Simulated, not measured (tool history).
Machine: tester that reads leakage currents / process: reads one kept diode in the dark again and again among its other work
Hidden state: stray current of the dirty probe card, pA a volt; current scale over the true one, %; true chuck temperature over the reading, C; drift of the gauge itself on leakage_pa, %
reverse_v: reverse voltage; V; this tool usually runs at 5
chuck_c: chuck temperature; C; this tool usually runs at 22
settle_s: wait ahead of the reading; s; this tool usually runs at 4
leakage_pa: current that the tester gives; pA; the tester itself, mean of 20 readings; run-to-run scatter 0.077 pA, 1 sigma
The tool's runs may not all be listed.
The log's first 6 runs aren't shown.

| run | hour | reverse_v | chuck_c | settle_s | hours of work since the probe card was cleaned | hours of work since the tester was calibrated | hours of work since the chuck was calibrated | leakage_pa |
|---|---|---|---|---|---|---|---|---|
| 7 | 218.9 | 5 | 22 | 4 | 738 | 21 | 1068 | 23.92 |
| 8 | 273.1 | 12.36 | 22 | 4 | 768 | 51 | 1097 | 35.18 |
| 9 | 323.5 | 5 | 21 | 4 | 795 | 79 | 1125 | 22.58 |
| 10 | 347.7 | 5 | 52 | 4 | 808 | 92 | 1138 | 240.95 |
| 11 | 393.1 | 5 | 52 | 4 | 833 | 117 | 1163 | 239.49 |
| 12 | 427 | 5 | 52 | 4 | 852 | 135 | 1181 | 239.58 |
| 13 | 466 | 5 | 22 | 4 | 873 | 157 | 1203 | 24.95 |
| 14 | 512.6 | 5 | 22 | 4 | 899 | 182 | 1228 | 24.9 |
| 15 | 548.6 | 5 | 22 | 4 | 918 | 202 | 1248 | 25.04 |
| 16 | 597.4 | 1.29 | 22 | 4 | 945 | 228 | 1275 | 15.29 |
| 17 | 626.5 | 5 | 51 | 1.86 | 961 | 244 | 1291 | 225.31 |
| 18 | 664.6 | 10.39 | 32 | 0.76 | 982 | 265 | 1311 | 72.9 |
| 19 | 693 | 12.37 | 32 | 4.65 | 997 | 281 | 1327 | 76.36 |
| 20 | 733.3 | 8.92 | 30 | 0.3 | 1019 | 303 | 1349 | 61.84 |
| 21 | 773.1 | 19 | 39 | 4 | 1041 | 324 | 1371 | 149.55 |
| 22 | 817 | 19 | 39 | 4 | 1065 | 348 | 1395 | 150.02 |
| 23 | 863.4 | 1.09 | 22 | 4 | 1090 | 374 | 1420 | 14.83 |
| 24 | 904.6 | 18.38 | 20 | 4.59 | 1113 | 396 | 1443 | 42.25 |
| 25 | 949.7 | 5 | 53 | 4 | 1138 | 421 | 1467 | 264.45 |
| 26 | 991.5 | 5 | 42 | 4.56 | 1160 | 444 | 1490 | 119.24 |
| 27 | 1030 | 5 | 42 | 4.56 | 1182 | 465 | 1511 | 119.27 |
| 28 | 1065.6 | 5 | 37 | 4.61 | 1201 | 484 | 1531 | 82.55 |
|  | 1106.1 | chuck's temperature calibrated |
| 29 | 1110.6 | 5 | 37 | 6.15 | 1225 | 508 | 2 | 72.34 |
| 30 | 1149.3 | 5 | 59 | 4 | 1246 | 529 | 24 | 360.31 |
| 31 | 1188.4 | 16.49 | 30 | 4 | 1267 | 550 | 45 | 70.11 |

Each row is a separate what-if for the run after 31, all from the same tool condition, not one after another. Results?
| A | 1221.5 | 15.11 | 22 | 4 | 1285 | 569 | 63 | ? |
| B | 1221.5 | 7.59 | 39 | 0.51 | 1285 | 569 | 63 | ? |
| C | 1221.5 | 16.86 | 22 | 1.33 | 1285 | 569 | 63 | ? |
| D | 1221.5 | 1.5 | 27 | 1.53 | 1285 | 569 | 63 | ? |

| run | leakage_pa |
|---|---|
| A | 40.74 |
| B | 100.22 |
| C | 44.43 |
| D | 22.37 |
What these runs would have given with no unlogged condition in the tool:
| run | leakage_pa |
|---|---|
| A | 27.62 |
| B | 93.03 |
| C | 29.78 |
| D | 20.9 |
